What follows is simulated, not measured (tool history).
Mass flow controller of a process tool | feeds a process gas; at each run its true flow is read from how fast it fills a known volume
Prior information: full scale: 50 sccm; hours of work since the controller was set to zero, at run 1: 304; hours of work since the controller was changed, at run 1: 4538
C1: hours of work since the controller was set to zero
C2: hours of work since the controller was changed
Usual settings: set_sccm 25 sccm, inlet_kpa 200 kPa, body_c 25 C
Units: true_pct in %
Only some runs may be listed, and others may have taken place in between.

run 1 hour=0 | set_sccm=25 inlet_kpa=200 body_c=25 | C1=304 C2=4538 | true_pct=99.28
run 2 hour=134.7 | set_sccm=25 inlet_kpa=200 body_c=25 | C1=381 C2=4615 | true_pct=99.02
run 3 hour=309.6 | set_sccm=25 inlet_kpa=200 body_c=25 | C1=481 C2=4715 | true_pct=99.02
run 4 hour=472.6 | set_sccm=25 inlet_kpa=200 body_c=30 | C1=574 C2=4809 | true_pct=99.28
run 5 hour=640 | set_sccm=25 inlet_kpa=162 body_c=30 | C1=670 C2=4904 | true_pct=99.15
run 6 hour=779.8 | set_sccm=25 inlet_kpa=200 body_c=23 | C1=750 C2=4984 | true_pct=98.65
run 7 hour=925.5 | set_sccm=25 inlet_kpa=200 body_c=23 | C1=833 C2=5068 | true_pct=98.33
run 8 hour=1114.7 | set_sccm=31 inlet_kpa=200 body_c=25 | C1=941 C2=5176 | true_pct=98.5
run 9 hour=1214.6 | set_sccm=22 inlet_kpa=199 body_c=23 | C1=999 C2=5233 | true_pct=98.03
run 10 hour=1390.5 | set_sccm=22 inlet_kpa=199 body_c=34 | C1=1099 C2=5334 | true_pct=98.65
run 11 hour=1564.6 | set_sccm=22 inlet_kpa=199 body_c=34 | C1=1199 C2=5433 | true_pct=98.6
run 12 hour=1756 | set_sccm=6 inlet_kpa=266 body_c=22 | C1=1308 C2=5543 | true_pct=96.77
run 13 hour=1918.6 | set_sccm=25 inlet_kpa=200 body_c=28 | C1=1401 C2=5636 | true_pct=98.04
run 14 hour=2059.6 | set_sccm=14 inlet_kpa=200 body_c=29 | C1=1482 C2=5717 | true_pct=97.55
run 15 hour=2255.6 | set_sccm=27 inlet_kpa=263 body_c=29 | C1=1594 C2=5829 | true_pct=97.79

Selected run-to-run steps in true_pct, each split into two signed amounts: the part the tool would show with no hidden state at all (from settings, incoming material and random variation), and the remainder, which goes to the hidden state together with any gauge scatter not common to the measured and the hidden-state-free results:
The tool's hidden condition here consists of: flow at rest that the sensor doesn't see, % of full scale; true flow over the shown one, %; drift of the gauge itself on true_pct, %.
Run 7 -> 8: set_sccm 25 -> 31, body_c 23 -> 25. true_pct +0.17 %: hidden state -0.16, all else +0.33.
Run 11 -> 12: set_sccm 22 -> 6, inlet_kpa 199 -> 266, body_c 34 -> 22. true_pct -1.83 %: hidden state -0.13, all else -1.7.
